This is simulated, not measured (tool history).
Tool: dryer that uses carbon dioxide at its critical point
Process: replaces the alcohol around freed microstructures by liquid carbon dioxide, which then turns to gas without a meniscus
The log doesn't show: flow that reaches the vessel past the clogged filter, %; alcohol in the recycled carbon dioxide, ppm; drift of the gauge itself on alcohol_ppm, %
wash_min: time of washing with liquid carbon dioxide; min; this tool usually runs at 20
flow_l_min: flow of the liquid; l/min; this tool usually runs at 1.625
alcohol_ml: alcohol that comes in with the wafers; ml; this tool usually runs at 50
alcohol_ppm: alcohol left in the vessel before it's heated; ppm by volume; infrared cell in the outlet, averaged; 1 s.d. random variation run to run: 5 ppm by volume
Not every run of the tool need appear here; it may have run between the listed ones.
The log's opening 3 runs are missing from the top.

| run | hour | wash_min | flow_l_min | alcohol_ml | hours of work since the filter was changed | hours of work since the purifier's bed was changed | alcohol_ppm |
|---|---|---|---|---|---|---|---|
| 4 | 46.8 | 20 | 1.625 | 50 | 88 | 412 | 46 |
| 5 | 60.1 | 20 | 1.625 | 50 | 96 | 420 | 48 |
| 6 | 72.8 | 20 | 1.625 | 50 | 104 | 428 | 49 |
| 7 | 94.7 | 20 | 1.625 | 50 | 118 | 442 | 48 |
| 8 | 110.6 | 27 | 1.625 | 50 | 128 | 452 | 50 |
| 9 | 132.7 | 20 | 2.660 | 50 | 142 | 466 | 45 |
| 10 | 154.7 | 20 | 2.660 | 50 | 156 | 480 | 44 |
| 11 | 175.9 | 20 | 1.370 | 50 | 170 | 494 | 73 |
| 12 | 193.5 | 20 | 1.625 | 50 | 181 | 505 | 56 |
| 13 | 205.0 | 20 | 1.625 | 50 | 189 | 513 | 62 |
| 14 | 222.5 | 20 | 2.330 | 50 | 200 | 524 | 46 |
| 15 | 243.9 | 20 | 2.330 | 50 | 213 | 537 | 49 |
| 16 | 258.4 | 20 | 1.625 | 50 | 223 | 547 | 63 |
| 17 | 273.7 | 20 | 1.625 | 50 | 232 | 556 | 64 |
| 18 | 294.3 | 20 | 1.625 | 50 | 246 | 570 | 63 |
| 19 | 312.0 | 20 | 1.625 | 50 | 257 | 581 | 72 |
| 20 | 321.2 | 30 | 1.625 | 50 | 263 | 587 | 57 |
| 21 | 330.2 | 30 | 1.625 | 50 | 268 | 592 | 66 |
| 22 | 347.0 | 20 | 1.625 | 40 | 279 | 603 | 61 |
| 23 | 369.2 | 20 | 1.625 | 40 | 293 | 617 | 71 |
| 24 | 382.8 | 20 | 1.625 | 40 | 302 | 626 | 64 |
| 25 | 401.8 | 13 | 1.625 | 51 | 314 | 638 | 176 |
| 26 | 418.4 | 18 | 1.560 | 27 | 325 | 649 | 63 |
| 27 | 436.3 | 18 | 1.560 | 27 | 336 | 660 | 72 |
| 28 | 455.3 | 18 | 2.680 | 27 | 348 | 672 | 57 |

The next listed run, before its measurement:
| 29 | 471.7 | 24 | 1.390 | 117 | 359 | 683 | ? |

alcohol_ppm: 84 ppm by volume
Were there no unlogged condition in the tool, this run, its random variation unchanged, would have produced alcohol_ppm 14 ppm by volume.
